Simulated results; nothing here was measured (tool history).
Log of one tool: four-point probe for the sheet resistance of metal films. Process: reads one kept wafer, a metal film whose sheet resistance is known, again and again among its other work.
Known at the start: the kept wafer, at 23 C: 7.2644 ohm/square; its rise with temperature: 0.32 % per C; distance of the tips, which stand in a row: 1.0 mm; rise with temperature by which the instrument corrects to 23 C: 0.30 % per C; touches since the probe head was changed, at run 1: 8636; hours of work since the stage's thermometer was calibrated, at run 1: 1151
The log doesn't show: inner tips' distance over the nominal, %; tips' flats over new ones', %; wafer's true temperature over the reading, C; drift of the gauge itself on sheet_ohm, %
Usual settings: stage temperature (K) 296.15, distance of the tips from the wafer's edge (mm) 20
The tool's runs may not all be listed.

run	hour	stage temperature (K)	distance of the tips from the wafer's edge (mm)	touches since the probe head was changed	hours of work since the stage's thermometer was calibrated	sheet resistance as the instrument gives it (ohm/square)
1	0.0	296.15	20	8636	1151	7.301833
2	14.6	296.15	20	8884	1157	7.301363
3	26.4	301.15	20	9085	1163	7.311623
4	37.7	303.15	20	9279	1168	7.312530
5	52.9	293.15	20	9537	1174	7.298918
6	62.6	296.15	20	9702	1179	7.304067
7	75.7	296.15	20	9926	1185	7.303755
8	90.5	296.15	20	10176	1191	7.303702
9	104.8	296.15	20	10420	1197	7.305941
10	119.0	296.15	20	10663	1204	7.305220
11	134.3	296.15	20	10922	1211	7.303837
12	144.3	296.15	20	11093	1215	7.306945
13	160.9	296.15	20	11376	1222	7.305553
14	172.4	296.15	20	11571	1227	7.309022
15	187.9	296.15	20	11835	1234	7.302608
16	200.0	296.15	20	12041	1240	7.305486
17	212.1	296.15	20	12246	1245	7.304670
18	227.6	298.15	20	12511	1252	7.310732
19	237.6	296.15	19	12681	1256	7.309324
20	253.4	296.15	19	12950	1263	7.307999
21	271.9	296.15	19	13266	1272	7.308740
22	290.7	296.15	19	13585	1280	7.308393
23	302.0	296.15	19	13778	1285	7.309664
# hour 304.0: stage's thermometer calibrated
24	321.5	303.15	11	14102	8	7.346075
25	340.1	302.15	16	14417	16	7.326081
26	348.7	302.15	16	14563	20	7.325880
27	363.1	301.15	15	14809	26	7.328335
28	378.6	293.15	22	15073	33	7.307677
29	390.7	304.15	4	15279	39	7.554147
# hour 403.1: stage's thermometer calibrated, once more
30	404.4	296.15	16	15503	1	7.304793
31	422.5	299.15	38	15812	9	7.297802
32	435.3	298.15	38	16030	14	7.295796
33	451.8	293.15	20	16311	22	7.297888
34	460.0	293.15	20	16451	25	7.292806
35	479.0	293.15	20	16774	34	7.295576
36	495.5	291.15	53	17055	41	7.285780
37	507.1	296.15	4	17253	46	7.529238
38	525.9	300.15	3	17573	55	7.707980
39	543.2	301.15	11	17867	62	7.332238
40	558.5	306.15	45	18127	69	7.310048
41	577.2	306.15	45	18446	77	7.306604
42	591.7	306.15	45	18694	84	7.309874
43	601.5	300.15	3	18859	88	7.710168
44	609.9	300.15	3	19003	92	7.707656
45	624.1	306.15	10	19245	98	7.346343

Some steps in sheet resistance as the instrument gives it (ohm/square) between neighbouring runs. How much of each would the tool show without its hidden state too (settings, what came in, random variation), and how much is left for the hidden state, with any gauge scatter that isn't in both results?
Run 23 -> 24: stage temperature (K) 296.15 -> 303.15, distance of the tips from the wafer's edge (mm) 19 -> 11, stage's thermometer calibrated. sheet resistance as the instrument gives it (ohm/square) +0.036411: hidden state +0.005431, all else +0.030980.
Run 29 -> 30: stage temperature (K) 304.15 -> 296.15, distance of the tips from the wafer's edge (mm) 4 -> 16, stage's thermometer calibrated, once more. sheet resistance as the instrument gives it (ohm/square) -0.249354: hidden state -0.015876, all else -0.233478.
Run 38 -> 39: stage temperature (K) 300.15 -> 301.15, distance of the tips from the wafer's edge (mm) 3 -> 11. sheet resistance as the instrument gives it (ohm/square) -0.375742: hidden state -0.001002, all else -0.374740.
Run 42 -> 43: stage temperature (K) 306.15 -> 300.15, distance of the tips from the wafer's edge (mm) 45 -> 3. sheet resistance as the instrument gives it (ohm/square) +0.400294: hidden state +0.001671, all else +0.398623.
Run 44 -> 45: stage temperature (K) 300.15 -> 306.15, distance of the tips from the wafer's edge (mm) 3 -> 10. sheet resistance as the instrument gives it (ohm/square) -0.361313: hidden state -0.001112, all else -0.360201.
